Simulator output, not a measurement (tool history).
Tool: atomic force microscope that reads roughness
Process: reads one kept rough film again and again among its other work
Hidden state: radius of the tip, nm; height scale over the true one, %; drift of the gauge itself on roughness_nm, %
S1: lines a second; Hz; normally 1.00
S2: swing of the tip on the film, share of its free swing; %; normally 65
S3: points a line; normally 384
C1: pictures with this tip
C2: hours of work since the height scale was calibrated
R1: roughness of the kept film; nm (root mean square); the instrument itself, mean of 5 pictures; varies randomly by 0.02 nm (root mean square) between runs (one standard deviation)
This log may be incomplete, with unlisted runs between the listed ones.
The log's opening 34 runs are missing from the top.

Run 35, hour 584.9: usual settings but S1 2.82 Hz, S2 72 %, S3 325; C1 72; C2 30. Result: R1 4.056 nm (root mean square).
Run 36, hour 595.5: usual settings but S2 83 %, S3 309; C1 87; C2 36. Result: R1 4.134 nm (root mean square).
At hour 605.9: new tip fitted.
Run 37, hour 607.3: usual settings but S1 3.55 Hz, S2 71 %, S3 372; C1 3; C2 42. Result: R1 4.473 nm (root mean square).
Run 38, hour 626.5: usual settings but S1 0.62 Hz, S2 71 %, S3 897; C1 30; C2 53. Result: R1 4.802 nm (root mean square).
Run 39, hour 641.7: usual settings but S1 0.62 Hz, S2 71 %, S3 897; C1 52; C2 61. Result: R1 4.604 nm (root mean square).
Run 40, hour 662.3: usual settings but S1 0.62 Hz, S2 71 %, S3 897; C1 82; C2 72. Result: R1 4.422 nm (root mean square).
Run 41, hour 671.6: usual settings but S1 1.79 Hz, S2 75 %, S3 517; C1 95; C2 77. Result: R1 4.055 nm (root mean square).
At hour 675.9: new tip fitted.
Run 42, hour 687.4: usual settings but S1 1.79 Hz, S2 75 %, S3 517; C1 16; C2 86. Result: R1 4.571 nm (root mean square).

Predict the results of run 43:
Run 43, hour 700.5: usual settings but S1 0.98 Hz, S2 56 %, S3 292; C1 35; C2 93. Result: R1 ?.

R1: 4.716 nm (root mean square)
With the hidden condition absent and the run-to-run variation left alone, this run would have shown R1 5.016 nm (root mean square).
